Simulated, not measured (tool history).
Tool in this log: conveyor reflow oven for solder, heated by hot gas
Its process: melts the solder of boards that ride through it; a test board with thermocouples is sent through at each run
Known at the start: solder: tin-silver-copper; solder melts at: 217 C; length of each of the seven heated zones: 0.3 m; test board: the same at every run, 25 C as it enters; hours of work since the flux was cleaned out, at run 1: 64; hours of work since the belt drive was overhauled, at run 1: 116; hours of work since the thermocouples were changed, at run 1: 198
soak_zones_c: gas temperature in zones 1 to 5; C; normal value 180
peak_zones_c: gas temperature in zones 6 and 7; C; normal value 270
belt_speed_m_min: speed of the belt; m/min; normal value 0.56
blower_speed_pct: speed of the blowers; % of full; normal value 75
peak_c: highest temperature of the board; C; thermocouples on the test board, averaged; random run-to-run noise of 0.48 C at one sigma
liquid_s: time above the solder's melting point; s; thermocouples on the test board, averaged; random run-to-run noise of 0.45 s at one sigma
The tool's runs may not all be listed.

run  hour  soak_zones_c  peak_zones_c  belt_speed_m_min  blower_speed_pct  hours of work since the flux was cleaned out  hours of work since the belt drive was overhauled  hours of work since the thermocouples were changed  peak_c  liquid_s
  1     0           180           270              0.56                75                                            64                                                116                                                 198     257      53.1
  2   6.2           180           270              0.56                75                                            67                                                119                                                 202   256.2        53
  3    11           180           270              0.56                75                                            70                                                122                                                 204   256.6      53.3
  4  17.3           180           270              0.56                75                                            73                                                125                                                 207     258      53.1
  5  24.5           180           270              0.56                75                                            76                                                128                                                 211   256.2      53.1
  6  29.5           180           270              0.56                75                                            79                                                131                                                 213   257.7      53.4
  7  37.5           180           270              0.56                75                                            83                                                135                                                 217   256.9      52.8
  8  41.7           180           270              0.56                75                                            85                                                137                                                 219   257.4      52.6
  9  45.5           183           270              0.56                70                                            87                                                139                                                 221   255.9      53.5
 10  50.6           182           262              0.56                86                                            89                                                142                                                 224   251.9      51.7
 11  59.6           182           262              0.56                86                                            94                                                146                                                 228   252.6      51.8
 12  66.7           173           270              0.56                75                                            98                                                150                                                 232   255.6      49.6
 13  75.6           175           270             0.588                75                                           102                                                154                                                 236   254.8      47.9

The next listed run, before its measurement:
 14  84.8           175           270             0.588                77                                           107                                                159                                                 241       ?         ?

Run 14 gave peak_c 254.5 C, liquid_s 48.3 s.
Had the tool carried no hidden state, the very same run would have given peak_c 254.8 C, liquid_s 48.5 s.
